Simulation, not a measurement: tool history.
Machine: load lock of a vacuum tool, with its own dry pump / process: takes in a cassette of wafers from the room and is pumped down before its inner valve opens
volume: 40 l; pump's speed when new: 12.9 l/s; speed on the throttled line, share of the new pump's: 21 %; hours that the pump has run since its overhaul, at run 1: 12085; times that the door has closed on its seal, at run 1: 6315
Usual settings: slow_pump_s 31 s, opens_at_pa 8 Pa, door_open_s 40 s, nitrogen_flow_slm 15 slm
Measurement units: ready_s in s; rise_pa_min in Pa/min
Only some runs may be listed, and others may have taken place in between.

run    hour  slow_pump_s  opens_at_pa  door_open_s  nitrogen_flow_slm  hours that the pump has run since its overhaul  times that the door has closed on its seal  incoming humidity of the room's air, %  ready_s  rise_pa_min
  1     0.0           31            8           40                 15                                           12085                                        6315                                    46.5     53.9        0.036
  2   350.0           31            8           40                 15                                           12435                                        7574                                    41.0     53.6        0.026
  3   697.3           31           10           40                 15                                           12782                                        8824                                    45.0     53.2        0.036
  4   941.3           31           10           40                 15                                           13026                                        9702                                    43.4     53.2        0.030
  5  1185.4           31            8           40                  7                                           13271                                       10580                                    43.0     53.9        0.038
  6  1595.3           31            8           62                 15                                           13680                                       12055                                    45.9     53.7        0.041
  7  1987.2           31            8           40                 14                                           14072                                       13465                                    42.8     54.4        0.031
  8  2385.6           31            8           40                 15                                           14471                                       14898                                    47.8     54.0        0.040
  9  2863.5           31            8           40                 15                                           14949                                       16618                                    45.2     52.8        0.025
 10  3110.5           31            8           40                 15                                           15196                                       17506                                    44.4     54.2        0.033
 11  3513.3           31            8           40                 15                                           15598                                       18955                                    48.1     53.6        0.035
 12  3794.8           31            8           40                 15                                           15880                                       19968                                    44.4     54.2        0.041
 13  4150.7           31            8           40                 15                                           16236                                       21249                                    45.0     53.4        0.037
 14  4510.4           54            8           40                 15                                           16595                                       22543                                    43.4     73.1        0.034
 15  4744.9           54            8           40                 15                                           16830                                       23387                                    43.1     72.4        0.038
 16  5222.7           54            8           40                 15                                           17308                                       25106                                    43.1     72.8        0.036
     5384.8  -- dry pump taken out, an overhauled one fitted
 17  5573.7           31            8           57                 15                                             189                                       26347                                    45.0     53.3        0.041
 18  5946.8           31           15           57                  9                                             562                                       27690                                    48.2     52.3        0.046
 19  6200.3           31           15          147                 22                                             815                                       28601                                    44.3     52.0        0.052
 20  6537.4           31           15          147                 15                                            1153                                       29815                                    44.4     51.3        0.063
 21  6919.6           31           15          147                 15                                            1535                                       31190                                    47.0     51.6        0.066
 22  7405.6           45           12           40                 36                                            2021                                       32938                                    40.4     64.1        0.018

Forecast run 23:
 23  7697.5           30           15           67                  6                                            2313                                       33989                                    45.1        ?            ?

Run 23 gave ready_s 51.4 s, rise_pa_min 0.055 Pa/min.
Were there no unlogged condition in the tool, this run, its random variation unchanged, would have produced ready_s 51.4 s, rise_pa_min 0.053 Pa/min.
